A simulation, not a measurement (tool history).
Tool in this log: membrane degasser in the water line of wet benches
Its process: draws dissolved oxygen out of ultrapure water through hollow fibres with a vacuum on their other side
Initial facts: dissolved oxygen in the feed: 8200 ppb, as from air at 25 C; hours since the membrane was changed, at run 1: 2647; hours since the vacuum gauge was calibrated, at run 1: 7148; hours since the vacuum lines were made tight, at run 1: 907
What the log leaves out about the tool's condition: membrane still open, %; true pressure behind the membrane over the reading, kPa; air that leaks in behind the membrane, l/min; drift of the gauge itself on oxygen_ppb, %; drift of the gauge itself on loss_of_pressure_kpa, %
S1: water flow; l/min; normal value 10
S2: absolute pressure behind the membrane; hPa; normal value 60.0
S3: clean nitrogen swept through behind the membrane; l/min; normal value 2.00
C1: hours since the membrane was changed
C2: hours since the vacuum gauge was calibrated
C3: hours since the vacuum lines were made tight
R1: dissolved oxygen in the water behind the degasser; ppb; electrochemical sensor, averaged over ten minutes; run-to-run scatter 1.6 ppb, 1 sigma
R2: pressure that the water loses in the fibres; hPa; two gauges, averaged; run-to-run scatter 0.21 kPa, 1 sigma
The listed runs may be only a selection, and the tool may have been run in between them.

run	hour	S1	S2	S3	C1	C2	C3	R1	R2
1	0.0	10	60.0	2.00	2647	7148	907	168.5	493.9
# hour 5.5: vacuum gauge calibrated
2	46.0	10	60.0	2.22	2693	40	952	167.0	497.2
3	90.4	10	60.0	2.22	2737	85	996	163.9	499.7
4	175.6	10	60.0	2.22	2822	170	1082	171.5	498.9
5	222.7	15	60.0	2.00	2869	217	1129	334.5	749.4
6	276.6	15	60.0	2.00	2923	271	1183	336.3	746.2
7	333.7	15	60.0	2.00	2980	328	1240	334.7	748.0
8	380.8	10	60.0	2.00	3027	375	1287	169.4	499.3
9	439.4	10	60.0	2.00	3086	434	1345	170.4	498.6
10	501.1	10	111.7	2.00	3148	496	1407	231.7	496.1
11	564.0	10	60.0	2.00	3211	559	1470	171.3	500.2
12	641.6	10	60.0	2.00	3288	636	1548	172.3	502.9
13	699.0	10	60.0	2.00	3346	693	1605	174.4	500.0
14	735.2	10	60.0	2.00	3382	730	1641	173.3	500.0
15	771.6	10	60.0	2.00	3418	766	1678	170.6	501.1
16	826.4	10	60.0	2.00	3473	821	1732	173.7	500.5
17	863.5	10	42.7	0.95	3510	858	1770	167.5	504.9
18	945.8	10	42.7	0.95	3592	940	1852	164.5	499.3
19	1014.4	8	56.1	0.99	3661	1009	1920	137.0	401.1
20	1070.4	6	106.0	1.26	3717	1065	1976	135.4	300.9
21	1136.7	6	106.0	1.26	3783	1131	2043	132.6	299.8
22	1189.2	6	106.0	1.26	3836	1184	2095	134.8	301.6
23	1253.4	6	52.6	3.75	3900	1248	2159	53.9	301.6
24	1324.6	6	52.6	3.75	3971	1319	2231	53.7	302.8
25	1409.4	6	52.6	3.75	4056	1404	2315	54.8	302.2
26	1467.3	10	114.9	2.00	4114	1462	2373	245.0	505.8
27	1543.1	14	60.0	2.00	4190	1538	2449	314.4	705.2
28	1582.9	13	60.0	1.79	4230	1577	2489	282.8	655.8
29	1656.3	13	60.0	1.79	4303	1651	2562	287.2	656.0
30	1727.6	9	107.0	2.00	4374	1722	2634	199.7	457.4
31	1793.6	6	60.0	2.00	4440	1788	2700	68.0	302.4
32	1839.8	10	129.3	1.29	4486	1834	2746	321.5	507.2

For each run, the measured value with the value that run would have given without the tool's hidden condition subtracted. The run-to-run variation is shared by both, the gauge scatter possibly not:
run	R1	R2
1	+16.6	+12.7
2	+13.8	+12.9
3	+13.8	+13.2
4	+15.0	+13.7
5	+25.5	+20.9
6	+26.3	+21.2
7	+26.7	+21.8
8	+15.8	+14.8
9	+16.3	+15.1
10	+17.6	+15.4
11	+17.1	+15.7
12	+17.7	+16.2
13	+18.3	+16.5
14	+18.5	+16.6
15	+18.5	+16.9
16	+19.0	+17.2
17	+18.8	+17.5
18	+19.0	+17.8
19	+14.7	+14.5
20	+11.7	+11.2
21	+11.8	+11.2
22	+12.2	+11.5
23	+9.0	+11.7
24	+9.0	+11.9
25	+9.4	+12.2
26	+25.5	+20.7
27	+37.8	+29.4
28	+34.7	+27.6
29	+35.9	+28.2
30	+23.6	+19.9
31	+11.3	+13.5
32	+30.1	+22.8

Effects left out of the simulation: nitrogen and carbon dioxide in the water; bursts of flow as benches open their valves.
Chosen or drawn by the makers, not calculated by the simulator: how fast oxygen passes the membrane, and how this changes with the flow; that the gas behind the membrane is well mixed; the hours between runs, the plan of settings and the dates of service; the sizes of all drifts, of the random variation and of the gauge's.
